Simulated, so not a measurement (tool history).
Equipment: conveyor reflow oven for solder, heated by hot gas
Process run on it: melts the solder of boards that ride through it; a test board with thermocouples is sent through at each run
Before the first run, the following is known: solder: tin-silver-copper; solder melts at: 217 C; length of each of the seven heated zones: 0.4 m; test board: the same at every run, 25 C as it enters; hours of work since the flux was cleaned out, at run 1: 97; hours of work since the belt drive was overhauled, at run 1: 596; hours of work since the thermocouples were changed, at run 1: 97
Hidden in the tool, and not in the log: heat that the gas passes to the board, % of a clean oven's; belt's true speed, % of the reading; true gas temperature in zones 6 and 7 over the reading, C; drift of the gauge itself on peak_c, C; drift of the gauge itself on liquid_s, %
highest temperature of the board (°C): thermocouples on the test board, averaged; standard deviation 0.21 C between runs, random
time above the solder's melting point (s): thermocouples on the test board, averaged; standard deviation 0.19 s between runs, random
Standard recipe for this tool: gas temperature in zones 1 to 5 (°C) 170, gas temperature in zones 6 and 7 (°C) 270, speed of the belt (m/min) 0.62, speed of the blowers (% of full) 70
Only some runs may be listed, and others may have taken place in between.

run	hour	gas temperature in zones 1 to 5 (°C)	gas temperature in zones 6 and 7 (°C)	speed of the belt (m/min)	speed of the blowers (% of full)	hours of work since the flux was cleaned out	hours of work since the belt drive was overhauled	hours of work since the thermocouples were changed	highest temperature of the board (°C)	time above the solder's melting point (s)
1	0	170	270	0.62	70	97	596	97	251.7	57
2	5.7	170	270	0.62	70	101	600	101	252.1	57
3	15.3	170	270	0.62	70	107	606	107	251.9	56.7
4	24.1	170	269	0.62	70	113	612	113	250.9	56
5	28.7	183	269	0.62	70	116	615	116	253.4	62.7
6	35	183	269	0.62	70	120	619	120	253.4	62.8
7	44.8	183	269	0.62	70	126	625	126	253.8	62.5
8	54.9	170	258	0.62	70	133	632	133	241.7	47.7
9	61.5	170	270	0.592	70	137	636	137	253.5	61
10	70.7	170	270	0.592	70	143	642	143	253.2	60.7
11	75.8	170	270	0.592	70	147	645	147	253.3	61.1
12	84.7	170	270	0.592	70	152	651	152	253.5	60.9
13	91.8	170	266	0.62	70	157	656	157	248.4	53.9
14	97.5	170	270	0.62	87	161	660	161	255.9	60.9
15	104.4	170	270	0.557	70	165	664	165	255.7	66.6
16	113.3	170	270	0.557	70	171	670	171	255.5	66.5
17	121	169	267	0.62	70	176	675	176	248.6	53.8
18	129.9	180	272	0.733	88	182	681	182	254.4	52.8
19	135.2	180	272	0.733	88	185	684	185	254.5	52.5
20	144.2	180	272	0.733	88	191	690	191	254.5	52.4
21	150.4	180	272	0.733	88	195	694	195	254.2	52.2
22	161.4	170	270	0.629	73	202	701	202	251.8	56.1
23	170.5	170	270	0.711	77	208	707	208	248.8	46.3
24	177.3	170	270	0.711	77	213	712	213	248.7	46.5
25	185.7	170	278	0.666	70	218	717	218	256.1	54.8
26	195.4	170	278	0.666	70	225	723	225	255.4	54.7
27	202	170	278	0.514	61	229	728	229	262.4	77.4
28	210.5	170	278	0.514	61	234	733	234	261.9	77.6
29	219.7	177	281	0.514	57	240	739	240	264.5	81.7
30	226	171	281	0.514	57	245	743	245	263.7	78.9
31	232.2	182	270	0.543	66	249	747	249	256.8	74.4
32	237.8	179	283	0.718	72	252	751	252	259.4	55.4

Below are 3 alternative next runs, each starting from the tool's condition after run 32. Predict each:
A	243.6	170	265	0.62	70	256	755	256	?	?
B	243.6	179	283	0.636	71	256	755	256	?	?
C	243.6	170	270	0.62	88	256	755	256	?	?

run	highest temperature of the board (°C)	time above the solder's melting point (s)
A	247.4	52.9
B	263.5	66.1
C	256.1	60.7
Without the tool's unlogged condition, the same runs would have read:
run	highest temperature of the board (°C)	time above the solder's melting point (s)
A	248.2	53
B	264.4	65.5
C	257.1	60.6
